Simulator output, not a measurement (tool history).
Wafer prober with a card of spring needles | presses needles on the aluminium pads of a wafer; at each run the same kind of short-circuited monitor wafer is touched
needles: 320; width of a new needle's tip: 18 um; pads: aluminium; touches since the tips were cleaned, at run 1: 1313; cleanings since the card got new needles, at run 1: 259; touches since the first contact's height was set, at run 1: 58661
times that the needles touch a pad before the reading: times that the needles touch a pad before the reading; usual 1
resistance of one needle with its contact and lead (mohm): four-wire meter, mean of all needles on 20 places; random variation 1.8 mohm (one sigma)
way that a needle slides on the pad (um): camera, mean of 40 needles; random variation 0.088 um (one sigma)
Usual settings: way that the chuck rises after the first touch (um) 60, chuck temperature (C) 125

run,day,way that the chuck rises after the first touch (um),chuck temperature (C),times that the needles touch a pad before the reading,touches since the tips were cleaned,cleanings since the card got new needles,touches since the first contact's height was set,resistance of one needle with its contact and lead (mohm),way that a needle slides on the pad (um)
1,0,60,125,1,1313,259,58661,201,11.52
# day 0.038: tips cleaned on abrasive film
# day 0.2: tips cleaned on abrasive film
# day 0.367: tips cleaned on abrasive film
# day 0.5: tips cleaned on abrasive film
# day 0.662: tips cleaned on abrasive film
# day 0.829: tips cleaned on abrasive film
# day 0.992: tips cleaned on abrasive film
# day 1.158: tips cleaned on abrasive film
# day 1.292: tips cleaned on abrasive film
# day 1.454: tips cleaned on abrasive film
# day 1.621: tips cleaned on abrasive film
# day 1.788: tips cleaned on abrasive film
# day 1.921: tips cleaned on abrasive film
2,1.921,60,125,1,43,272,81332,190,11.39
# day 2.054: tips cleaned on abrasive film
# day 2.221: tips cleaned on abrasive film
# day 2.354: tips cleaned on abrasive film
# day 2.517: tips cleaned on abrasive film
# day 2.65: tips cleaned on abrasive film
# day 2.783: tips cleaned on abrasive film
# day 2.95: tips cleaned on abrasive film
# day 3.079: tips cleaned on abrasive film
# day 3.246: tips cleaned on abrasive film
# day 3.412: tips cleaned on abrasive film
# day 3.575: tips cleaned on abrasive film
# day 3.708: tips cleaned on abrasive film
# day 3.875: tips cleaned on abrasive film
# day 4.004: tips cleaned on abrasive film
# day 4.171: tips cleaned on abrasive film
# day 4.304: tips cleaned on abrasive film
# day 4.438: tips cleaned on abrasive film
# day 4.6: tips cleaned on abrasive film
3,4.617,60,125,1,203,290,113137,194,11.29
# day 4.75: tips cleaned on abrasive film
# day 4.883: tips cleaned on abrasive film
# day 5.017: tips cleaned on abrasive film
# day 5.183: tips cleaned on abrasive film
# day 5.312: tips cleaned on abrasive film
# day 5.479: tips cleaned on abrasive film
# day 5.612: tips cleaned on abrasive film
# day 5.746: tips cleaned on abrasive film
# day 5.908: tips cleaned on abrasive film
# day 6.075: tips cleaned on abrasive film
# day 6.208: tips cleaned on abrasive film
# day 6.371: tips cleaned on abrasive film
# day 6.538: tips cleaned on abrasive film
# day 6.671: tips cleaned on abrasive film
4,6.792,40,125,1,1494,304,138819,250,6.92
# day 6.829: tips cleaned on abrasive film
# day 6.996: tips cleaned on abrasive film
# day 7.125: tips cleaned on abrasive film
# day 7.258: tips cleaned on abrasive film
# day 7.425: tips cleaned on abrasive film
# day 7.558: tips cleaned on abrasive film
# day 7.721: tips cleaned on abrasive film
# day 7.888: tips cleaned on abrasive film
# day 8.05: tips cleaned on abrasive film
# day 8.183: tips cleaned on abrasive film
# day 8.35: tips cleaned on abrasive film
# day 8.517: tips cleaned on abrasive film
# day 8.646: tips cleaned on abrasive film
# day 8.812: tips cleaned on abrasive film
# day 8.946: tips cleaned on abrasive film
# day 9.108: tips cleaned on abrasive film
# day 9.242: tips cleaned on abrasive film
# day 9.408: tips cleaned on abrasive film
5,9.442,60,125,1,422,322,170061,195,10.66
# day 9.542: tips cleaned on abrasive film
# day 9.708: tips cleaned on abrasive film
# day 9.842: tips cleaned on abrasive film
# day 9.971: tips cleaned on abrasive film
# day 10.138: tips cleaned on abrasive film
# day 10.304: tips cleaned on abrasive film
# day 10.467: tips cleaned on abrasive film
# day 10.6: tips cleaned on abrasive film
# day 10.767: tips cleaned on abrasive film
# day 10.929: tips cleaned on abrasive film
# day 11.096: tips cleaned on abrasive film
# day 11.258: tips cleaned on abrasive film
# day 11.392: tips cleaned on abrasive film
# day 11.558: tips cleaned on abrasive film
# day 11.721: tips cleaned on abrasive film
# day 11.854: tips cleaned on abrasive film
6,11.921,60,125,1,794,338,199325,206,10.65
# day 11.988: tips cleaned on abrasive film
# day 12.121: tips cleaned on abrasive film
# day 12.288: tips cleaned on abrasive film
# day 12.45: tips cleaned on abrasive film
# day 12.529: height of the first contact set anew
# day 12.629: tips cleaned on abrasive film
# day 12.762: tips cleaned on abrasive film
# day 12.925: tips cleaned on abrasive film
# day 13.092: tips cleaned on abrasive film
# day 13.225: tips cleaned on abrasive film
# day 13.358: tips cleaned on abrasive film
# day 13.488: tips cleaned on abrasive film
# day 13.654: tips cleaned on abrasive film
# day 13.788: tips cleaned on abrasive film
# day 13.95: tips cleaned on abrasive film
# day 14.117: tips cleaned on abrasive film
7,14.221,60,125,1,1271,353,19998,203,11.74
# day 14.258: tips cleaned on abrasive film
# day 14.392: tips cleaned on abrasive film
# day 14.554: tips cleaned on abrasive film
# day 14.721: tips cleaned on abrasive film
# day 14.883: tips cleaned on abrasive film
# day 15.017: tips cleaned on abrasive film
# day 15.15: tips cleaned on abrasive film
# day 15.317: tips cleaned on abrasive film
# day 15.479: tips cleaned on abrasive film
8,15.479,78,125,1,0,362,34813,181,15.12
# day 15.646: tips cleaned on abrasive film
# day 15.779: tips cleaned on abrasive film
# day 15.942: tips cleaned on abrasive film
# day 16.075: tips cleaned on abrasive film
# day 16.242: tips cleaned on abrasive film
# day 16.404: tips cleaned on abrasive film
# day 16.904: card fitted with new needles
# day 17.038: tips cleaned on abrasive film
# day 17.204: tips cleaned on abrasive film
# day 17.367: tips cleaned on abrasive film
# day 17.533: tips cleaned on abrasive film
# day 17.667: tips cleaned on abrasive film
# day 17.829: tips cleaned on abrasive film
# day 17.996: tips cleaned on abrasive film
9,18.071,46,32,1,937,7,13812,182,9.09
# day 18.142: tips cleaned on abrasive film
# day 18.304: tips cleaned on abrasive film
# day 18.471: tips cleaned on abrasive film
# day 18.633: tips cleaned on abrasive film
# day 18.8: tips cleaned on abrasive film
# day 18.933: tips cleaned on abrasive film
# day 19.096: tips cleaned on abrasive film
# day 19.229: tips cleaned on abrasive film
# day 19.396: tips cleaned on abrasive film
# day 19.529: tips cleaned on abrasive film
# day 19.692: tips cleaned on abrasive film
# day 19.858: tips cleaned on abrasive film
# day 20.025: tips cleaned on abrasive film
# day 20.154: tips cleaned on abrasive film
# day 20.321: tips cleaned on abrasive film
# day 20.488: tips cleaned on abrasive film
# day 20.617: tips cleaned on abrasive film
# day 20.771: tips cleaned on abrasive film
10,20.771,40,91,2,0,25,45650,187,7.62
# day 20.904: tips cleaned on abrasive film
# day 21.038: tips cleaned on abrasive film
# day 21.2: tips cleaned on abrasive film
# day 21.333: tips cleaned on abrasive film
# day 21.5: tips cleaned on abrasive film
# day 21.662: tips cleaned on abrasive film
# day 21.829: tips cleaned on abrasive film
# day 21.992: tips cleaned on abrasive film
# day 22.158: tips cleaned on abrasive film
# day 22.325: tips cleaned on abrasive film
# day 22.488: tips cleaned on abrasive film
# day 22.621: tips cleaned on abrasive film
# day 22.788: tips cleaned on abrasive film
# day 22.917: tips cleaned on abrasive film
# day 23.083: tips cleaned on abrasive film
# day 23.25: tips cleaned on abrasive film
11,23.317,60,77,3,847,41,75757,174,11.34
# day 23.388: tips cleaned on abrasive film
# day 23.55: tips cleaned on abrasive film
# day 23.717: tips cleaned on abrasive film
# day 23.883: tips cleaned on abrasive film
# day 24.046: tips cleaned on abrasive film
# day 24.212: tips cleaned on abrasive film
# day 24.375: tips cleaned on abrasive film
# day 24.542: tips cleaned on abrasive film
# day 24.704: tips cleaned on abrasive film
# day 24.838: tips cleaned on abrasive film
# day 24.971: tips cleaned on abrasive film
# day 25.104: tips cleaned on abrasive film
# day 25.271: tips cleaned on abrasive film
# day 25.4: tips cleaned on abrasive film
# day 25.567: tips cleaned on abrasive film
# day 25.733: tips cleaned on abrasive film
12,25.854,60,77,3,1465,57,105699,178,11.22
# day 25.888: tips cleaned on abrasive film
# day 26.021: tips cleaned on abrasive film
# day 26.188: tips cleaned on abrasive film
# day 26.321: tips cleaned on abrasive film
# day 26.483: tips cleaned on abrasive film
# day 26.65: tips cleaned on abrasive film
# day 26.812: tips cleaned on abrasive film
# day 26.979: tips cleaned on abrasive film
# day 27.142: tips cleaned on abrasive film
# day 27.308: tips cleaned on abrasive film
# day 27.442: tips cleaned on abrasive film
# day 27.575: tips cleaned on abrasive film
# day 27.738: tips cleaned on abrasive film
# day 27.904: tips cleaned on abrasive film
# day 28.038: tips cleaned on abrasive film
13,28.046,60,77,3,114,72,131561,172,10.91
# day 28.179: tips cleaned on abrasive film
# day 28.342: tips cleaned on abrasive film
# day 28.508: tips cleaned on abrasive film
# day 28.642: tips cleaned on abrasive film
# day 28.775: tips cleaned on abrasive film
# day 28.938: tips cleaned on abrasive film
# day 29.104: tips cleaned on abrasive film
14,29.167,43,125,2,766,79,144812,198,7.57

How the hidden state differs across the entries between the runs, from the last listed run before each to the first after it:
Between runs 1 and 2: tips cleaned on abrasive film (day 0.038); tips cleaned on abrasive film (day 0.2); tips cleaned on abrasive film (day 0.367); tips cleaned on abrasive film (day 0.5); tips cleaned on abrasive film (day 0.662); tips cleaned on abrasive film (day 0.829); tips cleaned on abrasive film (day 0.992); tips cleaned on abrasive film (day 1.158); tips cleaned on abrasive film (day 1.292); tips cleaned on abrasive film (day 1.454); tips cleaned on abrasive film (day 1.621); tips cleaned on abrasive film (day 1.788); tips cleaned on abrasive film (day 1.921)
  debris on the tips, nm: 27.2 -> 2.9; way that the needles fall short of the set height, um: 1.94 -> 2.74; tips' diameter, um: 23.55 -> 23.83
  measured less the result without the state, resistance of one needle with its contact and lead (mohm): +19 -> +7; way that a needle slides on the pad (um): -0.38 -> -0.54
Between runs 2 and 3: tips cleaned on abrasive film (day 2.054); tips cleaned on abrasive film (day 2.221); tips cleaned on abrasive film (day 2.354); tips cleaned on abrasive film (day 2.517); tips cleaned on abrasive film (day 2.65); tips cleaned on abrasive film (day 2.783); tips cleaned on abrasive film (day 2.95); tips cleaned on abrasive film (day 3.079); tips cleaned on abrasive film (day 3.246); tips cleaned on abrasive film (day 3.412); tips cleaned on abrasive film (day 3.575); tips cleaned on abrasive film (day 3.708); tips cleaned on abrasive film (day 3.875); tips cleaned on abrasive film (day 4.004); tips cleaned on abrasive film (day 4.171); tips cleaned on abrasive film (day 4.304); tips cleaned on abrasive film (day 4.438); tips cleaned on abrasive film (day 4.6)
  debris on the tips, nm: 2.9 -> 8.2; way that the needles fall short of the set height, um: 2.74 -> 3.79; tips' diameter, um: 23.83 -> 24.19
  measured less the result without the state, resistance of one needle with its contact and lead (mohm): +7 -> +11; way that a needle slides on the pad (um): -0.54 -> -0.76
Between runs 3 and 4: tips cleaned on abrasive film (day 4.75); tips cleaned on abrasive film (day 4.883); tips cleaned on abrasive film (day 5.017); tips cleaned on abrasive film (day 5.183); tips cleaned on abrasive film (day 5.312); tips cleaned on abrasive film (day 5.479); tips cleaned on abrasive film (day 5.612); tips cleaned on abrasive film (day 5.746); tips cleaned on abrasive film (day 5.908); tips cleaned on abrasive film (day 6.075); tips cleaned on abrasive film (day 6.208); tips cleaned on abrasive film (day 6.371); tips cleaned on abrasive film (day 6.538); tips cleaned on abrasive film (day 6.671)
  debris on the tips, nm: 8.2 -> 33.6; way that the needles fall short of the set height, um: 3.79 -> 4.65; tips' diameter, um: 24.19 -> 24.49
  measured less the result without the state, resistance of one needle with its contact and lead (mohm): +11 -> +59; way that a needle slides on the pad (um): -0.76 -> -0.92
Between runs 4 and 5: tips cleaned on abrasive film (day 6.829); tips cleaned on abrasive film (day 6.996); tips cleaned on abrasive film (day 7.125); tips cleaned on abrasive film (day 7.258); tips cleaned on abrasive film (day 7.425); tips cleaned on abrasive film (day 7.558); tips cleaned on abrasive film (day 7.721); tips cleaned on abrasive film (day 7.888); tips cleaned on abrasive film (day 8.05); tips cleaned on abrasive film (day 8.183); tips cleaned on abrasive film (day 8.35); tips cleaned on abrasive film (day 8.517); tips cleaned on abrasive film (day 8.646); tips cleaned on abrasive film (day 8.812); tips cleaned on abrasive film (day 8.946); tips cleaned on abrasive film (day 9.108); tips cleaned on abrasive film (day 9.242); tips cleaned on abrasive film (day 9.408)
  debris on the tips, nm: 33.6 -> 14.2; way that the needles fall short of the set height, um: 4.65 -> 5.75; tips' diameter, um: 24.49 -> 24.88
  measured less the result without the state, resistance of one needle with its contact and lead (mohm): +59 -> +17; way that a needle slides on the pad (um): -0.92 -> -1.13
Between runs 5 and 6: tips cleaned on abrasive film (day 9.542); tips cleaned on abrasive film (day 9.708); tips cleaned on abrasive film (day 9.842); tips cleaned on abrasive film (day 9.971); tips cleaned on abrasive film (day 10.138); tips cleaned on abrasive film (day 10.304); tips cleaned on abrasive film (day 10.467); tips cleaned on abrasive film (day 10.6); tips cleaned on abrasive film (day 10.767); tips cleaned on abrasive film (day 10.929); tips cleaned on abrasive film (day 11.096); tips cleaned on abrasive film (day 11.258); tips cleaned on abrasive film (day 11.392); tips cleaned on abrasive film (day 11.558); tips cleaned on abrasive film (day 11.721); tips cleaned on abrasive film (day 11.854)
  debris on the tips, nm: 14.2 -> 18.1; way that the needles fall short of the set height, um: 5.75 -> 6.66; tips' diameter, um: 24.88 -> 25.2
  measured less the result without the state, resistance of one needle with its contact and lead (mohm): +17 -> +22; way that a needle slides on the pad (um): -1.13 -> -1.32
Between runs 6 and 7: tips cleaned on abrasive film (day 11.988); tips cleaned on abrasive film (day 12.121); tips cleaned on abrasive film (day 12.288); tips cleaned on abrasive film (day 12.45); height of the first contact set anew (day 12.529); tips cleaned on abrasive film (day 12.629); tips cleaned on abrasive film (day 12.762); tips cleaned on abrasive film (day 12.925); tips cleaned on abrasive film (day 13.092); tips cleaned on abrasive film (day 13.225); tips cleaned on abrasive film (day 13.358); tips cleaned on abrasive film (day 13.488); tips cleaned on abrasive film (day 13.654); tips cleaned on abrasive film (day 13.788); tips cleaned on abrasive film (day 13.95); tips cleaned on abrasive film (day 14.117)
  debris on the tips, nm: 18.1 -> 30.3; way that the needles fall short of the set height, um: 6.66 -> 0.66; tips' diameter, um: 25.2 -> 25.51
  measured less the result without the state, resistance of one needle with its contact and lead (mohm): +22 -> +23; way that a needle slides on the pad (um): -1.32 -> -0.13
Between runs 7 and 8: tips cleaned on abrasive film (day 14.258); tips cleaned on abrasive film (day 14.392); tips cleaned on abrasive film (day 14.554); tips cleaned on abrasive film (day 14.721); tips cleaned on abrasive film (day 14.883); tips cleaned on abrasive film (day 15.017); tips cleaned on abrasive film (day 15.15); tips cleaned on abrasive film (day 15.317); tips cleaned on abrasive film (day 15.479)
  debris on the tips, nm: 30.3 -> 2.4; way that the needles fall short of the set height, um: 0.66 -> 1.17; tips' diameter, um: 25.51 -> 25.69
  measured less the result without the state, resistance of one needle with its contact and lead (mohm): +23 -> +6; way that a needle slides on the pad (um): -0.13 -> -0.23
Between runs 8 and 9: tips cleaned on abrasive film (day 15.646); tips cleaned on abrasive film (day 15.779); tips cleaned on abrasive film (day 15.942); tips cleaned on abrasive film (day 16.075); tips cleaned on abrasive film (day 16.242); tips cleaned on abrasive film (day 16.404); card fitted with new needles (day 16.904); tips cleaned on abrasive film (day 17.038); tips cleaned on abrasive film (day 17.204); tips cleaned on abrasive film (day 17.367); tips cleaned on abrasive film (day 17.533); tips cleaned on abrasive film (day 17.667); tips cleaned on abrasive film (day 17.829); tips cleaned on abrasive film (day 17.996)
  debris on the tips, nm: 2.4 -> 22.2; way that the needles fall short of the set height, um: 1.17 -> 0.46; tips' diameter, um: 25.69 -> 18.16
  measured less the result without the state, resistance of one needle with its contact and lead (mohm): +6 -> +14; way that a needle slides on the pad (um): -0.23 -> -0.09
Between runs 9 and 10: tips cleaned on abrasive film (day 18.142); tips cleaned on abrasive film (day 18.304); tips cleaned on abrasive film (day 18.471); tips cleaned on abrasive film (day 18.633); tips cleaned on abrasive film (day 18.8); tips cleaned on abrasive film (day 18.933); tips cleaned on abrasive film (day 19.096); tips cleaned on abrasive film (day 19.229); tips cleaned on abrasive film (day 19.396); tips cleaned on abrasive film (day 19.529); tips cleaned on abrasive film (day 19.692); tips cleaned on abrasive film (day 19.858); tips cleaned on abrasive film (day 20.025); tips cleaned on abrasive film (day 20.154); tips cleaned on abrasive film (day 20.321); tips cleaned on abrasive film (day 20.488); tips cleaned on abrasive film (day 20.617); tips cleaned on abrasive film (day 20.771)
  debris on the tips, nm: 22.2 -> 3.2; way that the needles fall short of the set height, um: 0.46 -> 1.55; tips' diameter, um: 18.16 -> 18.54
  measured less the result without the state, resistance of one needle with its contact and lead (mohm): +14 -> +3; way that a needle slides on the pad (um): -0.09 -> -0.3
Between runs 10 and 11: tips cleaned on abrasive film (day 20.904); tips cleaned on abrasive film (day 21.038); tips cleaned on abrasive film (day 21.2); tips cleaned on abrasive film (day 21.333); tips cleaned on abrasive film (day 21.5); tips cleaned on abrasive film (day 21.662); tips cleaned on abrasive film (day 21.829); tips cleaned on abrasive film (day 21.992); tips cleaned on abrasive film (day 22.158); tips cleaned on abrasive film (day 22.325); tips cleaned on abrasive film (day 22.488); tips cleaned on abrasive film (day 22.621); tips cleaned on abrasive film (day 22.788); tips cleaned on abrasive film (day 22.917); tips cleaned on abrasive film (day 23.083); tips cleaned on abrasive film (day 23.25)
  debris on the tips, nm: 3.2 -> 20.2; way that the needles fall short of the set height, um: 1.55 -> 2.49; tips' diameter, um: 18.54 -> 18.87
  measured less the result without the state, resistance of one needle with its contact and lead (mohm): +3 -> +4; way that a needle slides on the pad (um): -0.3 -> -0.49
Between runs 11 and 12: tips cleaned on abrasive film (day 23.388); tips cleaned on abrasive film (day 23.55); tips cleaned on abrasive film (day 23.717); tips cleaned on abrasive film (day 23.883); tips cleaned on abrasive film (day 24.046); tips cleaned on abrasive film (day 24.212); tips cleaned on abrasive film (day 24.375); tips cleaned on abrasive film (day 24.542); tips cleaned on abrasive film (day 24.704); tips cleaned on abrasive film (day 24.838); tips cleaned on abrasive film (day 24.971); tips cleaned on abrasive film (day 25.104); tips cleaned on abrasive film (day 25.271); tips cleaned on abrasive film (day 25.4); tips cleaned on abrasive film (day 25.567); tips cleaned on abrasive film (day 25.733)
  debris on the tips, nm: 20.2 -> 31.5; way that the needles fall short of the set height, um: 2.49 -> 3.47; tips' diameter, um: 18.87 -> 19.21
  measured less the result without the state, resistance of one needle with its contact and lead (mohm): +4 -> +6; way that a needle slides on the pad (um): -0.49 -> -0.69
Between runs 12 and 13: tips cleaned on abrasive film (day 25.888); tips cleaned on abrasive film (day 26.021); tips cleaned on abrasive film (day 26.188); tips cleaned on abrasive film (day 26.321); tips cleaned on abrasive film (day 26.483); tips cleaned on abrasive film (day 26.65); tips cleaned on abrasive film (day 26.812); tips cleaned on abrasive film (day 26.979); tips cleaned on abrasive film (day 27.142); tips cleaned on abrasive film (day 27.308); tips cleaned on abrasive film (day 27.442); tips cleaned on abrasive film (day 27.575); tips cleaned on abrasive film (day 27.738); tips cleaned on abrasive film (day 27.904); tips cleaned on abrasive film (day 28.038)
  debris on the tips, nm: 31.5 -> 5.3; way that the needles fall short of the set height, um: 3.47 -> 4.45; tips' diameter, um: 19.21 -> 19.56
  measured less the result without the state, resistance of one needle with its contact and lead (mohm): +6 -> +3; way that a needle slides on the pad (um): -0.69 -> -0.88
Between runs 13 and 14: tips cleaned on abrasive film (day 28.179); tips cleaned on abrasive film (day 28.342); tips cleaned on abrasive film (day 28.508); tips cleaned on abrasive film (day 28.642); tips cleaned on abrasive film (day 28.775); tips cleaned on abrasive film (day 28.938); tips cleaned on abrasive film (day 29.104)
  debris on the tips, nm: 5.3 -> 17.1; way that the needles fall short of the set height, um: 4.45 -> 4.92; tips' diameter, um: 19.56 -> 19.72
  measured less the result without the state, resistance of one needle with its contact and lead (mohm): +3 -> +14; way that a needle slides on the pad (um): -0.88 -> -0.97
